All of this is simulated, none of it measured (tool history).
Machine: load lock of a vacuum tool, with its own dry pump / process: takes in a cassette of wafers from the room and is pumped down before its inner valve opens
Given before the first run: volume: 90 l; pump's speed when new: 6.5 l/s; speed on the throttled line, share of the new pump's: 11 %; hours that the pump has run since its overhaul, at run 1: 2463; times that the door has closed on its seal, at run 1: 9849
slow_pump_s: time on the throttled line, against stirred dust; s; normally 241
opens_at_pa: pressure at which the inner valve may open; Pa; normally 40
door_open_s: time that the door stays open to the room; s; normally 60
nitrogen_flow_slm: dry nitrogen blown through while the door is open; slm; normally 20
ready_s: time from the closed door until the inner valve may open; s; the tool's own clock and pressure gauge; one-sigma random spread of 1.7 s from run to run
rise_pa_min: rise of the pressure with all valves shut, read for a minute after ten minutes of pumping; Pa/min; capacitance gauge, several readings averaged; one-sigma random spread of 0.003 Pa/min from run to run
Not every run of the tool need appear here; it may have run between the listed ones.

run	hour	slow_pump_s	opens_at_pa	door_open_s	nitrogen_flow_slm	hours that the pump has run since its overhaul	times that the door has closed on its seal	incoming humidity of the room's air, %	ready_s	rise_pa_min
1	0.0	241	40	60	20	2463	9849	43.4	326.0	0.033
2	190.3	241	40	60	20	2654	10136	45.2	326.4	0.036
3	338.3	241	40	60	12	2802	10358	46.8	326.6	0.032
4	507.0	241	30	60	12	2970	10612	45.5	329.8	0.039
5	721.8	241	40	60	20	3185	10935	43.9	328.7	0.032
6	973.2	241	40	60	19	3437	11314	44.3	326.5	0.029
7	1146.4	241	40	60	19	3610	11574	43.6	324.9	0.035
8	1288.9	241	38	60	19	3752	11789	42.8	326.8	0.034
9	1513.0	241	38	60	19	3976	12126	46.8	326.9	0.037
10	1711.6	241	38	60	19	4175	12425	45.7	328.7	0.040
11	1948.1	241	40	60	20	4411	12781	46.5	328.1	0.038
12	2069.9	241	40	60	20	4533	12964	50.2	325.1	0.039
13	2341.4	241	40	60	20	4805	13372	50.0	329.4	0.042
14	2470.2	241	44	60	20	4934	13566	49.5	329.6	0.043
15	2734.5	241	40	90	20	5198	13964	40.4	329.7	0.044
16	2849.1	241	40	60	23	5313	14136	42.3	330.5	0.041
17	3064.4	241	40	60	20	5528	14460	44.7	330.2	0.048
18	3254.7	241	40	60	20	5718	14747	48.9	329.2	0.051
19	3522.2	241	40	60	20	5986	15149	46.0	325.9	0.049
20	3700.6	438	49	70	32	6164	15418	44.3	501.5	0.041
21	3972.8	438	49	70	32	6436	15827	43.2	496.3	0.045
22	4142.2	438	68	70	32	6606	16082	47.0	494.5	0.045
23	4409.5	241	28	34	20	6873	16484	44.4	335.7	0.046
24	4586.8	241	40	128	20	7050	16751	44.3	330.5	0.055
25	4790.5	431	40	48	11	7254	17057	44.4	498.3	0.056
26	4951.7	431	40	48	11	7415	17300	44.9	495.7	0.057
27	5234.5	431	40	48	11	7698	17726	43.9	501.1	0.054
28	5428.8	431	40	48	8	7892	18018	44.6	501.4	0.056
29	5619.5	325	40	60	10	8083	18305	46.1	405.2	0.062
30	5861.7	291	67	122	31	8325	18669	46.9	366.4	0.056
31	6107.9	241	75	60	20	8571	19040	44.3	322.0	0.058
32	6236.1	180	62	97	4	8700	19233	48.4	268.9	0.075
33	6403.8	241	34	60	24	8867	19485	47.9	333.1	0.061
34	6546.2	241	34	60	24	9010	19699	45.9	334.0	0.053
35	6681.2	241	34	60	24	9145	19902	45.1	334.8	0.060

Alternative continuations, all from the tool just after run 35; predict every row:
A	6857.2	241	80	60	5	9321	20167	46.7	?	?
B	6857.2	285	71	60	31	9321	20167	42.5	?	?
C	6857.2	241	70	60	20	9321	20167	44.1	?	?
D	6857.2	172	66	60	15	9321	20167	47.8	?	?

run	ready_s	rise_pa_min
A	320.2	0.065
B	363.2	0.055
C	322.5	0.061
D	264.6	0.065
The same runs, with their run-to-run variation unchanged, on a tool lacking any hidden condition would have given:
run	ready_s	rise_pa_min
A	312.9	0.017
B	356.1	0.008
C	315.0	0.014
D	256.2	0.018

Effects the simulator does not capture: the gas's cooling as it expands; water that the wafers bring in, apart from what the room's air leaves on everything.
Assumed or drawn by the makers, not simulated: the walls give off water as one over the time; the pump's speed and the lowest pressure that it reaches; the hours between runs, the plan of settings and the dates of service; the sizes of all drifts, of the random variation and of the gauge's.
